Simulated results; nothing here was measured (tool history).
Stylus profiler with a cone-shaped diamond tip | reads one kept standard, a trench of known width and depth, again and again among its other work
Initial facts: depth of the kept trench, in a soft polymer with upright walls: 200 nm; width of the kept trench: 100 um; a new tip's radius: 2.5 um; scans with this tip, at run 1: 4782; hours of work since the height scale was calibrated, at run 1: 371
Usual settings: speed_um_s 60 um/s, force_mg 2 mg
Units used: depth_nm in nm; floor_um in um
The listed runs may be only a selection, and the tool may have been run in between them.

| run | hour | speed_um_s | force_mg | scans with this tip | hours of work since the height scale was calibrated | depth_nm | floor_um |
|---|---|---|---|---|---|---|---|
| 1 | 0 | 60 | 2 | 4782 | 371 | 202.97 | 97.77 |
| 2 | 27.1 | 60 | 2 | 5041 | 392 | 202.96 | 97.86 |
| 3 | 69.9 | 60 | 2 | 5450 | 423 | 202.93 | 97.79 |
| 4 | 112.6 | 60 | 2 | 5858 | 455 | 202.92 | 97.85 |
| 5 | 157.3 | 60 | 2 | 6285 | 488 | 202.85 | 97.81 |
| 6 | 176.4 | 60 | 2 | 6468 | 502 | 202.82 | 97.84 |
| 7 | 198.4 | 60 | 2 | 6678 | 519 | 203 | 97.83 |
| 8 | 219.1 | 195 | 2 | 6876 | 534 | 203.04 | 97.4 |
| 9 | 252.2 | 60 | 2 | 7192 | 559 | 202.93 | 97.81 |
| 10 | 288.6 | 60 | 2 | 7540 | 586 | 202.88 | 97.79 |
| 11 | 315.3 | 60 | 2 | 7795 | 605 | 203 | 97.83 |
| 12 | 352.8 | 132 | 2 | 8154 | 633 | 203.01 | 97.61 |
| 13 | 383 | 60 | 2 | 8442 | 656 | 203 | 97.89 |
| 14 | 401.5 | 60 | 2 | 8619 | 670 | 202.88 | 97.86 |
| 15 | 431.8 | 34 | 0.95 | 8909 | 692 | 201.93 | 97.85 |
| 16 | 464.2 | 60 | 3.33 | 9219 | 716 | 204.04 | 97.86 |
| 17 | 486.6 | 60 | 3.33 | 9432 | 733 | 204.12 | 97.86 |
| 18 | 507.9 | 24 | 2.14 | 9636 | 748 | 202.98 | 97.99 |
| 19 | 546.8 | 232 | 1.39 | 10007 | 777 | 202.41 | 97.17 |
| 20 | 567.9 | 232 | 1.39 | 10210 | 793 | 202.29 | 97.14 |
| 21 | 600.2 | 95 | 2 | 10518 | 817 | 202.91 | 97.72 |
| 22 | 639.1 | 95 | 0.71 | 10890 | 846 | 201.44 | 97.49 |
| 23 | 682.3 | 19 | 2.77 | 11302 | 878 | 203.65 | 98 |
| 24 | 702.9 | 19 | 2.77 | 11499 | 893 | 203.64 | 97.96 |
| 25 | 721.9 | 53 | 2 | 11681 | 907 | 202.9 | 97.83 |
| 26 | 763.1 | 28 | 3.36 | 12075 | 938 | 204.09 | 97.96 |
| 27 | 791.1 | 28 | 3.36 | 12343 | 959 | 204.21 | 97.99 |
| 28 | 830.5 | 28 | 3.36 | 12719 | 988 | 204.17 | 97.98 |

4 options for the next run, each taken on its own from the tool as it stands now. Forecast them:
| A | 849.5 | 77 | 3.36 | 12900 | 1002 | ? | ? |
| B | 849.5 | 37 | 4.53 | 12900 | 1002 | ? | ? |
| C | 849.5 | 22 | 3.36 | 12900 | 1002 | ? | ? |
| D | 849.5 | 21 | 2 | 12900 | 1002 | ? | ? |

| run | depth_nm | floor_um |
|---|---|---|
| A | 204.15 | 97.84 |
| B | 205.03 | 97.97 |
| C | 204.2 | 98.02 |
| D | 203.01 | 97.97 |
The same runs, with their run-to-run variation unchanged, on a tool lacking any hidden condition would have given:
| run | depth_nm | floor_um |
|---|---|---|
| A | 204.15 | 97.84 |
| B | 205.02 | 97.97 |
| C | 204.19 | 98.02 |
| D | 203.01 | 97.97 |
